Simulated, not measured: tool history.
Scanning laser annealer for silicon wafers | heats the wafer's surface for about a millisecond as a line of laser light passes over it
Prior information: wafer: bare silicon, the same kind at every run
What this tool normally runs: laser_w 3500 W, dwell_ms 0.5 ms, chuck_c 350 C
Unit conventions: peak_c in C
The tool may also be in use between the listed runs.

{"run": 1, "day": 0.0, "laser_w": 3500, "dwell_ms": 0.5, "chuck_c": 350, "peak_c": 1096}
{"run": 2, "day": 2.221, "laser_w": 3500, "dwell_ms": 0.5, "chuck_c": 350, "peak_c": 1094}
{"run": 3, "day": 5.221, "laser_w": 3500, "dwell_ms": 0.5, "chuck_c": 350, "peak_c": 1090}
{"run": 4, "day": 7.996, "laser_w": 3500, "dwell_ms": 0.5, "chuck_c": 350, "peak_c": 1085}
{"run": 5, "day": 10.642, "laser_w": 3500, "dwell_ms": 0.5, "chuck_c": 350, "peak_c": 1079}
{"run": 6, "day": 12.896, "laser_w": 3500, "dwell_ms": 0.5, "chuck_c": 350, "peak_c": 1077}
{"run": 7, "day": 14.3, "laser_w": 3500, "dwell_ms": 0.5, "chuck_c": 325, "peak_c": 1051}
{"run": 8, "day": 16.521, "laser_w": 3500, "dwell_ms": 0.513, "chuck_c": 350, "peak_c": 1080}
{"run": 9, "day": 18.588, "laser_w": 3500, "dwell_ms": 0.5, "chuck_c": 350, "peak_c": 1069}
{"run": 10, "day": 21.217, "laser_w": 3500, "dwell_ms": 0.5, "chuck_c": 350, "peak_c": 1066}
{"run": 11, "day": 23.962, "laser_w": 3500, "dwell_ms": 0.5, "chuck_c": 350, "peak_c": 1060}
{"day": 24.188, "done": "window over the wafer cleaned"}
{"run": 12, "day": 26.875, "laser_w": 3500, "dwell_ms": 0.5, "chuck_c": 350, "peak_c": 1097}
{"run": 13, "day": 28.317, "laser_w": 3084, "dwell_ms": 0.5, "chuck_c": 350, "peak_c": 995}
{"run": 14, "day": 31.483, "laser_w": 3500, "dwell_ms": 0.555, "chuck_c": 350, "peak_c": 1126}
{"run": 15, "day": 34.204, "laser_w": 3500, "dwell_ms": 0.5, "chuck_c": 349, "peak_c": 1084}
{"run": 16, "day": 36.992, "laser_w": 3134, "dwell_ms": 0.5, "chuck_c": 349, "peak_c": 992}
{"run": 17, "day": 38.429, "laser_w": 3791, "dwell_ms": 0.5, "chuck_c": 349, "peak_c": 1144}
{"run": 18, "day": 40.138, "laser_w": 3500, "dwell_ms": 0.5, "chuck_c": 350, "peak_c": 1077}
{"run": 19, "day": 43.262, "laser_w": 3500, "dwell_ms": 0.5, "chuck_c": 350, "peak_c": 1068}
{"run": 20, "day": 44.604, "laser_w": 3500, "dwell_ms": 0.616, "chuck_c": 350, "peak_c": 1148}
{"run": 21, "day": 47.129, "laser_w": 3500, "dwell_ms": 0.5, "chuck_c": 362, "peak_c": 1077}
{"day": 48.729, "done": "optics aligned, line set to its width"}
{"run": 22, "day": 50.362, "laser_w": 3500, "dwell_ms": 0.5, "chuck_c": 362, "peak_c": 1094}
{"day": 50.696, "done": "window over the wafer cleaned"}
{"run": 23, "day": 51.779, "laser_w": 3674, "dwell_ms": 0.399, "chuck_c": 358, "peak_c": 1077}
{"run": 24, "day": 54.025, "laser_w": 3674, "dwell_ms": 0.399, "chuck_c": 358, "peak_c": 1074}
{"run": 25, "day": 56.621, "laser_w": 3674, "dwell_ms": 0.399, "chuck_c": 358, "peak_c": 1071}
{"run": 26, "day": 58.112, "laser_w": 3674, "dwell_ms": 0.399, "chuck_c": 358, "peak_c": 1065}
{"run": 27, "day": 60.842, "laser_w": 3123, "dwell_ms": 0.5, "chuck_c": 350, "peak_c": 1013}
{"run": 28, "day": 63.808, "laser_w": 3634, "dwell_ms": 0.397, "chuck_c": 350, "peak_c": 1042}
{"run": 29, "day": 66.062, "laser_w": 3812, "dwell_ms": 0.397, "chuck_c": 350, "peak_c": 1077}
{"run": 30, "day": 69.267, "laser_w": 3812, "dwell_ms": 0.397, "chuck_c": 350, "peak_c": 1071}
{"run": 31, "day": 71.05, "laser_w": 3612, "dwell_ms": 0.368, "chuck_c": 333, "peak_c": 985}
{"run": 32, "day": 73.038, "laser_w": 3421, "dwell_ms": 0.455, "chuck_c": 334, "peak_c": 1014}
{"run": 33, "day": 75.562, "laser_w": 3661, "dwell_ms": 0.455, "chuck_c": 334, "peak_c": 1065}
{"day": 76.917, "done": "window over the wafer cleaned"}
{"run": 34, "day": 77.762, "laser_w": 3661, "dwell_ms": 0.455, "chuck_c": 346, "peak_c": 1110}
{"run": 35, "day": 79.767, "laser_w": 3661, "dwell_ms": 0.455, "chuck_c": 346, "peak_c": 1107}
{"run": 36, "day": 81.479, "laser_w": 3500, "dwell_ms": 0.5, "chuck_c": 370, "peak_c": 1122}
{"run": 37, "day": 83.171, "laser_w": 3500, "dwell_ms": 0.5, "chuck_c": 370, "peak_c": 1125}
{"run": 38, "day": 86.325, "laser_w": 3500, "dwell_ms": 0.5, "chuck_c": 370, "peak_c": 1117}
{"run": 39, "day": 88.242, "laser_w": 3547, "dwell_ms": 0.55, "chuck_c": 331, "peak_c": 1125}
{"run": 40, "day": 90.4, "laser_w": 3547, "dwell_ms": 0.55, "chuck_c": 331, "peak_c": 1126}
{"run": 41, "day": 91.721, "laser_w": 3547, "dwell_ms": 0.556, "chuck_c": 379, "peak_c": 1168}

For each run, the measured value with the value that run would have given without the tool's hidden condition subtracted. The run-to-run variation is shared by both, the gauge scatter possibly not:
Hidden conditions of the tool in this case: light that passes the window, % of a clean one's; laser's true power over the reading, %; width of the line over the set one, %; drift of the gauge itself on peak_c, C.
run=1 peak_c=-10
run=2 peak_c=-13
run=3 peak_c=-17
run=4 peak_c=-21
run=5 peak_c=-25
run=6 peak_c=-28
run=7 peak_c=-30
run=8 peak_c=-33
run=9 peak_c=-36
run=10 peak_c=-40
run=11 peak_c=-44
run=12 peak_c=-13
run=13 peak_c=-13
run=14 peak_c=-20
run=15 peak_c=-22
run=16 peak_c=-23
run=17 peak_c=-30
run=18 peak_c=-31
run=19 peak_c=-35
run=20 peak_c=-41
run=21 peak_c=-40
run=22 peak_c=-27
run=23 peak_c=+7
run=24 peak_c=+3
run=25 peak_c=+0
run=26 peak_c=-3
run=27 peak_c=-6
run=28 peak_c=-10
run=29 peak_c=-14
run=30 peak_c=-18
run=31 peak_c=-19
run=32 peak_c=-23
run=33 peak_c=-27
run=34 peak_c=+6
run=35 peak_c=+3
run=36 peak_c=+2
run=37 peak_c=-1
run=38 peak_c=-6
run=39 peak_c=-9
run=40 peak_c=-13
run=41 peak_c=-15

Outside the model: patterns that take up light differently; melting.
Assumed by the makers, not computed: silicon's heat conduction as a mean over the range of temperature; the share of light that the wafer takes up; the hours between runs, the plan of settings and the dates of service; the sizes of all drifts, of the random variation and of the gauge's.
